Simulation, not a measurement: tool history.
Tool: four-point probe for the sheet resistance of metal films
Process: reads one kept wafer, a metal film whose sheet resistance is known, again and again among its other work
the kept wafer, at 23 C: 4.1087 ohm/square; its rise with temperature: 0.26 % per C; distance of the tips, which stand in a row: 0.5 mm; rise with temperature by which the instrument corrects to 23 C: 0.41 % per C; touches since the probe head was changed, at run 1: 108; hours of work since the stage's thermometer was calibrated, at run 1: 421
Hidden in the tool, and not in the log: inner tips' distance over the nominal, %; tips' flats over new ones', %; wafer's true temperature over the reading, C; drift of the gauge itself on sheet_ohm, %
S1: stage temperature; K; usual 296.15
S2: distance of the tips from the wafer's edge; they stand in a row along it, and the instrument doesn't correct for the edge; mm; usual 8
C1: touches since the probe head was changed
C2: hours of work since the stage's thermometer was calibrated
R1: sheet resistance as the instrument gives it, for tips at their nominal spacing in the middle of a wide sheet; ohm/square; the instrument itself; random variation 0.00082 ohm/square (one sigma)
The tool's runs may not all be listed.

Run 1, hour 0.0: usual settings; C1 108; C2 421. Result: R1 4.113746 ohm/square.
Run 2, hour 15.5: usual settings but S2 11 mm; C1 988; C2 433. Result: R1 4.110339 ohm/square.
Run 3, hour 31.3: usual settings; C1 1877; C2 444. Result: R1 4.115263 ohm/square.
Run 4, hour 40.6: usual settings; C1 2404; C2 451. Result: R1 4.114558 ohm/square.
Run 5, hour 55.9: usual settings but S2 11 mm; C1 3272; C2 463. Result: R1 4.109743 ohm/square.
Run 6, hour 72.3: usual settings but S2 11 mm; C1 4200; C2 475. Result: R1 4.110794 ohm/square.
Run 7, hour 82.6: usual settings but S1 291.15 K, S2 5 mm; C1 4783; C2 483. Result: R1 4.159911 ohm/square.
Run 8, hour 98.4: usual settings but S1 294.15 K, S2 13 mm; C1 5677; C2 494. Result: R1 4.122331 ohm/square.
Run 9, hour 106.3: usual settings but S1 302.15 K, S2 7 mm; C1 6125; C2 500. Result: R1 4.078905 ohm/square.
Run 10, hour 120.6: usual settings but S1 302.15 K, S2 17 mm; C1 6933; C2 511. Result: R1 4.070451 ohm/square.
Run 11, hour 132.7: usual settings but S1 302.15 K, S2 17 mm; C1 7615; C2 520. Result: R1 4.070851 ohm/square.
Run 12, hour 144.4: usual settings but S1 292.15 K, S2 3 mm; C1 8280; C2 529. Result: R1 4.193944 ohm/square.

4 ways to go on from here, each from the tool as it stands after run 12. What would each give?
Run A, hour 155.7: usual settings but S1 300.15 K; C1 8918; C2 537. Result: R1 ?.
Run B, hour 155.7: usual settings but S1 299.15 K, S2 6 mm; C1 8918; C2 537. Result: R1 ?.
Run C, hour 155.7: usual settings but S1 299.15 K, S2 7 mm; C1 8918; C2 537. Result: R1 ?.
Run D, hour 155.7: usual settings but S1 292.15 K, S2 10 mm; C1 8918; C2 537. Result: R1 ?.

run        R1
  A  4.090089
  B  4.104605
  C  4.099759
  D  4.138426
Without the tool's hidden state the same runs would have given:
run        R1
  A  4.091755
  B  4.106279
  C  4.101432
  D  4.140137

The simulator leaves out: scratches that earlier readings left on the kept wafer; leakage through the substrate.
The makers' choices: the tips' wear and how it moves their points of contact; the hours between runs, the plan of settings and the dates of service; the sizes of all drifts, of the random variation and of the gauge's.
